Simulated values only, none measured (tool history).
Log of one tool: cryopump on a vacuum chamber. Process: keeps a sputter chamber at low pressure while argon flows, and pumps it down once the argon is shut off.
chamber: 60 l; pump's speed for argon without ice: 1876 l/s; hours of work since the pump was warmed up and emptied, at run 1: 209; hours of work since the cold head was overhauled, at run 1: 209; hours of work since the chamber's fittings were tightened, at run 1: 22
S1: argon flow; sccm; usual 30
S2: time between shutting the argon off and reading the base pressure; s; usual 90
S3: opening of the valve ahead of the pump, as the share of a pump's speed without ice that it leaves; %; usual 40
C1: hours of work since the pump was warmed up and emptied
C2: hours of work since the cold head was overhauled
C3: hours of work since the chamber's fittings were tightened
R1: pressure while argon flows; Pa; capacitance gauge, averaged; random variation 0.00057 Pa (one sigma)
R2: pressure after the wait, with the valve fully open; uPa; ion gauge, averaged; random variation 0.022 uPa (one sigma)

run	hour	S1	S2	S3	C1	C2	C3	R1	R2
1	0.0	30	90	40	209	209	22	0.0707	0.67
2	7.4	30	90	40	214	214	28	0.0704	0.66
3	14.0	30	90	40	219	219	33	0.0710	0.69
4	25.1	30	90	40	227	227	41	0.0712	0.68
5	35.2	30	90	40	235	235	48	0.0702	0.69
6	51.2	30	90	40	247	247	60	0.0712	0.67
7	60.4	30	90	40	254	254	67	0.0706	0.67
8	71.6	47	90	40	262	262	75	0.1109	0.69
9	79.3	30	90	40	268	268	81	0.0705	0.75
10	89.2	30	90	40	275	275	88	0.0715	0.68
11	96.4	30	90	40	280	280	94	0.0710	0.67
12	106.9	30	90	40	288	288	101	0.0702	0.75
13	122.0	30	90	40	299	299	113	0.0722	0.69
14	132.4	27	142	25	307	307	120	0.1009	0.49

Run 15 comes next. What will it give?
15	144.9	46	29	40	316	316	130	?	?

{"run 15": {"R1": 0.112, "R2": 1.8}}
Without the tool's hidden state the same run would have given R1 0.1053 Pa, R2 1.75 uPa.
